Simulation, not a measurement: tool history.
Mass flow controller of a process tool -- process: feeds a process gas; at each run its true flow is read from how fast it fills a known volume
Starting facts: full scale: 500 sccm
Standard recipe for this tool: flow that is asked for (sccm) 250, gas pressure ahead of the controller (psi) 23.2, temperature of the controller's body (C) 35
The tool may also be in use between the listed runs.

run	hour	flow that is asked for (sccm)	gas pressure ahead of the controller (psi)	temperature of the controller's body (C)	true flow (%)
1	0.0	250	23.2	35	97.39
2	215.4	250	23.2	35	97.40
3	347.0	250	23.2	38	97.22
4	487.0	252	23.2	38	97.33
5	589.2	262	23.2	35	97.53
6	769.9	262	23.2	35	97.44
7	947.6	129	23.2	35	96.40
8	1122.2	129	23.2	35	96.42
9	1275.7	129	23.2	38	96.06
10	1454.3	250	25.5	35	97.26
11	1567.7	250	25.5	35	97.30
12	1692.7	250	23.2	35	97.07
13	1911.3	250	23.2	35	97.28
14	2022.6	250	23.2	35	97.12
15	2251.4	250	23.2	35	97.03
16	2370.0	250	23.2	35	97.14
17	2576.1	250	23.2	35	96.97
18	2731.9	250	23.2	35	96.87
19	2906.2	250	23.2	35	97.02
20	3038.3	250	23.2	35	96.92
21	3212.7	250	23.2	35	96.86
22	3305.8	250	23.2	35	96.74
23	3434.5	67	23.2	35	94.10
24	3557.3	250	23.2	35	96.77
25	3688.1	253	20.5	23	97.29
26	3897.9	56	39.2	35	94.16
27	4123.5	56	39.2	35	93.99
28	4314.1	132	29.0	35	95.82
29	4535.3	250	30.6	27	97.36
30	4761.3	290	28.6	22	97.68
31	4963.2	166	23.2	35	95.72
32	5085.5	330	39.3	20	98.43
33	5308.6	330	24.4	26	97.34
34	5448.2	313	24.4	27	97.03
# hour 5461.1: controller's zero set anew
35	5656.4	334	28.0	25	97.30
36	5751.6	334	28.0	25	97.31
37	5911.4	250	27.3	35	96.27
38	6003.2	250	27.3	35	96.42
# hour 6162.5: controller's zero set anew, once more
39	6220.1	250	27.3	35	97.47
40	6350.6	250	23.8	25	97.68
41	6557.5	250	23.2	35	97.06
42	6773.5	250	23.2	35	97.00
43	6958.3	123	25.5	35	96.76
44	7174.6	250	38.1	35	97.64
45	7381.7	241	35.4	39	97.28
46	7563.1	250	21.3	21	97.44
47	7698.2	250	40.2	21	98.39
48	7800.2	209	30.3	29	97.48

3 ways to go on from here, each from the tool as it stands after run 48. What would each give?
A	7957.0	250	30.6	21	?
B	7957.0	172	23.2	35	?
C	7957.0	250	24.9	35	?

run	true flow (%)
A	97.78
B	96.56
C	96.89
Without the tool's unlogged condition, the same runs would have read:
run	true flow (%)
A	99.70
B	98.57
C	98.81
